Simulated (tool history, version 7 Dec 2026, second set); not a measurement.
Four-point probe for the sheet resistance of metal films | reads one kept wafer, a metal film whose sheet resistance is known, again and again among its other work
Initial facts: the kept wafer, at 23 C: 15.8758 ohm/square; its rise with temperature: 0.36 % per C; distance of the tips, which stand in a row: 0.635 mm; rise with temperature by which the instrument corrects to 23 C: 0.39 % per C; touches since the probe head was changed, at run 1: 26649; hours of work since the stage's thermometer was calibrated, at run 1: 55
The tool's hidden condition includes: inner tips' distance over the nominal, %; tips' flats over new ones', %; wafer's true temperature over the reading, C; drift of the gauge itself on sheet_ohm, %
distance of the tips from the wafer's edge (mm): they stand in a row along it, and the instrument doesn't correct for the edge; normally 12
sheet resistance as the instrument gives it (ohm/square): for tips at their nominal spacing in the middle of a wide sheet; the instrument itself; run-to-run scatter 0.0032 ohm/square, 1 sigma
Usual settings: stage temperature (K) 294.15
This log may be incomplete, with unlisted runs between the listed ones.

| run | hour | stage temperature (K) | distance of the tips from the wafer's edge (mm) | touches since the probe head was changed | hours of work since the stage's thermometer was calibrated | sheet resistance as the instrument gives it (ohm/square) |
|---|---|---|---|---|---|---|
| 1 | 0 | 294.15 | 12 | 26649 | 55 | 16.0107 |
| 2 | 26.2 | 294.15 | 12 | 27607 | 67 | 16.013742 |
| 3 | 41.6 | 294.15 | 12 | 28170 | 74 | 16.010458 |
| 4 | 55.6 | 304.15 | 12 | 28681 | 80 | 15.962786 |
| 5 | 80.4 | 304.15 | 12 | 29589 | 91 | 15.965533 |
| 6 | 94.6 | 301.15 | 12 | 30110 | 98 | 15.97845 |
| 7 | 120.6 | 303.15 | 12 | 31059 | 109 | 15.965049 |
| 8 | 137.9 | 303.15 | 12 | 31692 | 117 | 15.971728 |
| 9 | 158.5 | 303.15 | 12 | 32448 | 127 | 15.973333 |
| 10 | 182.6 | 292.15 | 12 | 33327 | 138 | 16.027957 |
| 11 | 193.8 | 292.15 | 12 | 33740 | 143 | 16.031205 |
| 12 | 217 | 296.15 | 12 | 34588 | 153 | 16.015535 |
| 13 | 235.8 | 296.15 | 12 | 35274 | 162 | 16.01434 |
|  | 237.9 | stage's thermometer calibrated |
| 14 | 247.2 | 294.15 | 12 | 35673 | 4 | 16.019514 |
| 15 | 272.8 | 294.15 | 12 | 36611 | 16 | 16.03067 |
| 16 | 297.6 | 294.15 | 12 | 37515 | 27 | 16.028413 |
|  | 320.5 | stage's thermometer calibrated, once more |
| 17 | 322.5 | 294.15 | 12 | 38408 | 1 | 16.023055 |
| 18 | 341.3 | 294.15 | 5 | 39095 | 9 | 16.142118 |
| 19 | 358 | 294.15 | 5 | 39707 | 17 | 16.143053 |
| 20 | 371.3 | 294.15 | 5 | 40194 | 23 | 16.130641 |
| 21 | 389.3 | 303.15 | 12 | 40852 | 31 | 15.976434 |
| 22 | 409.5 | 303.15 | 12 | 41591 | 40 | 15.979143 |
| 23 | 433.4 | 303.15 | 12 | 42466 | 51 | 15.981577 |
| 24 | 454 | 294.15 | 4 | 43220 | 61 | 16.224728 |
| 25 | 476.5 | 294.15 | 4 | 44043 | 71 | 16.218923 |
| 26 | 491.5 | 294.15 | 4 | 44591 | 78 | 16.224452 |
| 27 | 515.9 | 299.15 | 7 | 45483 | 89 | 16.057065 |
| 28 | 537.6 | 296.15 | 48 | 46277 | 99 | 15.997112 |
| 29 | 553.8 | 296.15 | 48 | 46870 | 106 | 16.001627 |
| 30 | 576.5 | 294.15 | 48 | 47701 | 116 | 16.015613 |
| 31 | 594.2 | 299.15 | 10 | 48347 | 124 | 16.021429 |
| 32 | 612.2 | 304.15 | 12 | 49006 | 132 | 15.981329 |
| 33 | 624 | 304.15 | 44 | 49437 | 138 | 15.955499 |
| 34 | 640.7 | 302.15 | 28 | 50047 | 145 | 15.979441 |
| 35 | 660.6 | 291.15 | 20 | 50777 | 154 | 16.051187 |
| 36 | 678.3 | 291.15 | 20 | 51423 | 162 | 16.042772 |
| 37 | 698.8 | 293.15 | 5 | 52174 | 172 | 16.16697 |
| 38 | 721.1 | 293.15 | 5 | 52988 | 182 | 16.156851 |
| 39 | 740 | 293.15 | 5 | 53681 | 190 | 16.162175 |
| 40 | 754.3 | 296.15 | 41 | 54203 | 197 | 16.009119 |
| 41 | 780.2 | 296.15 | 41 | 55149 | 209 | 16.00865 |

Predict each of these 3 candidate next runs independently; none follows another, all start after run 41:
| A | 805 | 293.15 | 41 | 56056 | 220 | ? |
| B | 805 | 294.15 | 5 | 56056 | 220 | ? |
| C | 805 | 293.15 | 19 | 56056 | 220 | ? |

| run | sheet resistance as the instrument gives it (ohm/square) |
|---|---|
| A | 16.032634 |
| B | 16.161414 |
| C | 16.038776 |
Stripped of hidden state, with their random variation kept, the same runs would have yielded:
| run | sheet resistance as the instrument gives it (ohm/square) |
|---|---|
| A | 15.894232 |
| B | 16.021993 |
| C | 15.900326 |
